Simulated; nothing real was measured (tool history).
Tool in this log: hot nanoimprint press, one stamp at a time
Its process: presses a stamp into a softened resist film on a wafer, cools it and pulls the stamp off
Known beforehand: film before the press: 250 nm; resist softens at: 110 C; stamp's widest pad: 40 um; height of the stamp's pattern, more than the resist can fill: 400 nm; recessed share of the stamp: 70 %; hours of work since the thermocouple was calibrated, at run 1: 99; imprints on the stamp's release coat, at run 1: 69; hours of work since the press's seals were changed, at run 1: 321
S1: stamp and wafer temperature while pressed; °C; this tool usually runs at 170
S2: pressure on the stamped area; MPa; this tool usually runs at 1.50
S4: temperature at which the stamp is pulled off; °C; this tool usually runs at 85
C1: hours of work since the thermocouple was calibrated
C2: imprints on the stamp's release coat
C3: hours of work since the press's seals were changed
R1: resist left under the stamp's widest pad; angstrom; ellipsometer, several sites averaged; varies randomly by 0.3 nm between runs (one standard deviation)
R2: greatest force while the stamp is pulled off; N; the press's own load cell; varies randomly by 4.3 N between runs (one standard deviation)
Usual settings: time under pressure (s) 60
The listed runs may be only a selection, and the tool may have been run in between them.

{"run": 1, "hour": 0.0, "S1": 170, "S2": 1.5, "time under pressure (s)": 60, "S4": 85, "C1": 99, "C2": 69, "C3": 321, "R1": 946, "R2": 211}
{"run": 2, "hour": 46.2, "S1": 170, "S2": 1.5, "time under pressure (s)": 60, "S4": 85, "C1": 127, "C2": 260, "C3": 350, "R1": 941, "R2": 218}
{"run": 3, "hour": 71.3, "S1": 170, "S2": 1.5, "time under pressure (s)": 60, "S4": 85, "C1": 143, "C2": 364, "C3": 365, "R1": 948, "R2": 233}
{"run": 4, "hour": 111.8, "S1": 170, "S2": 1.33, "time under pressure (s)": 60, "S4": 85, "C1": 168, "C2": 531, "C3": 390, "R1": 989, "R2": 251}
{"run": 5, "hour": 142.5, "S1": 170, "S2": 1.5, "time under pressure (s)": 87, "S4": 85, "C1": 187, "C2": 658, "C3": 409, "R1": 806, "R2": 256}
{"run": 6, "hour": 172.1, "S1": 170, "S2": 1.5, "time under pressure (s)": 87, "S4": 85, "C1": 206, "C2": 781, "C3": 428, "R1": 799, "R2": 258}
{"run": 7, "hour": 204.9, "S1": 170, "S2": 1.5, "time under pressure (s)": 87, "S4": 85, "C1": 226, "C2": 916, "C3": 448, "R1": 799, "R2": 280}
{"run": 8, "hour": 244.7, "S1": 170, "S2": 1.31, "time under pressure (s)": 60, "S4": 85, "C1": 251, "C2": 1081, "C3": 473, "R1": 986, "R2": 313}
{"hour": 277.9, "done": "stamp cleaned and given a new release coat"}
{"run": 9, "hour": 290.4, "S1": 170, "S2": 1.5, "time under pressure (s)": 60, "S4": 85, "C1": 275, "C2": 51, "C3": 497, "R1": 922, "R2": 212}
{"hour": 297.7, "done": "plate thermocouple calibrated"}
{"run": 10, "hour": 350.6, "S1": 170, "S2": 1.5, "time under pressure (s)": 60, "S4": 85, "C1": 33, "C2": 288, "C3": 533, "R1": 964, "R2": 228}
{"run": 11, "hour": 387.9, "S1": 170, "S2": 1.69, "time under pressure (s)": 113, "S4": 85, "C1": 56, "C2": 442, "C3": 556, "R1": 705, "R2": 252}
{"run": 12, "hour": 440.2, "S1": 170, "S2": 1.69, "time under pressure (s)": 113, "S4": 85, "C1": 88, "C2": 659, "C3": 588, "R1": 698, "R2": 266}
{"run": 13, "hour": 481.4, "S1": 170, "S2": 1.99, "time under pressure (s)": 60, "S4": 73, "C1": 114, "C2": 829, "C3": 614, "R1": 831, "R2": 346}
{"run": 14, "hour": 518.2, "S1": 170, "S2": 1.99, "time under pressure (s)": 60, "S4": 73, "C1": 137, "C2": 981, "C3": 637, "R1": 835, "R2": 370}
{"run": 15, "hour": 544.7, "S1": 170, "S2": 1.52, "time under pressure (s)": 60, "S4": 83, "C1": 153, "C2": 1091, "C3": 653, "R1": 939, "R2": 327}
{"hour": 565.1, "done": "press's hydraulic seals changed and the load cell set to zero"}
{"hour": 581.7, "done": "stamp cleaned and given a new release coat"}
{"run": 16, "hour": 607.3, "S1": 169, "S2": 1.52, "time under pressure (s)": 62, "S4": 83, "C1": 183, "C2": 106, "C3": 22, "R1": 951, "R2": 224}
{"run": 17, "hour": 642.2, "S1": 180, "S2": 0.95, "time under pressure (s)": 45, "S4": 75, "C1": 205, "C2": 251, "C3": 44, "R1": 939, "R2": 271}
{"run": 18, "hour": 683.9, "S1": 180, "S2": 0.95, "time under pressure (s)": 45, "S4": 75, "C1": 231, "C2": 423, "C3": 70, "R1": 936, "R2": 283}
{"run": 19, "hour": 711.3, "S1": 175, "S2": 1.07, "time under pressure (s)": 60, "S4": 86, "C1": 248, "C2": 537, "C3": 87, "R1": 924, "R2": 255}
{"hour": 760.8, "done": "plate thermocouple calibrated"}
{"run": 20, "hour": 769.3, "S1": 170, "S2": 1.39, "time under pressure (s)": 60, "S4": 77, "C1": 5, "C2": 764, "C3": 121, "R1": 1001, "R2": 335}

Predict each of these 3 candidate next runs independently; none follows another, all start after run 20:
{"run": "A", "hour": 805.9, "S1": 170, "S2": 1.33, "time under pressure (s)": 70, "S4": 92, "C1": 28, "C2": 915, "C3": 144, "R1": "?", "R2": "?"}
{"run": "B", "hour": 805.9, "S1": 170, "S2": 1.04, "time under pressure (s)": 99, "S4": 80, "C1": 28, "C2": 915, "C3": 144, "R1": "?", "R2": "?"}
{"run": "C", "hour": 805.9, "S1": 170, "S2": 2.02, "time under pressure (s)": 37, "S4": 90, "C1": 28, "C2": 915, "C3": 144, "R1": "?", "R2": "?"}

run=A R1=963 R2=253
run=B R1=948 R2=317
run=C R1=1017 R2=266
The same runs, with their run-to-run variation unchanged, on a tool lacking any hidden condition would have given:
run=A R1=964 R2=182
run=B R1=948 R2=227
run=C R1=1018 R2=191
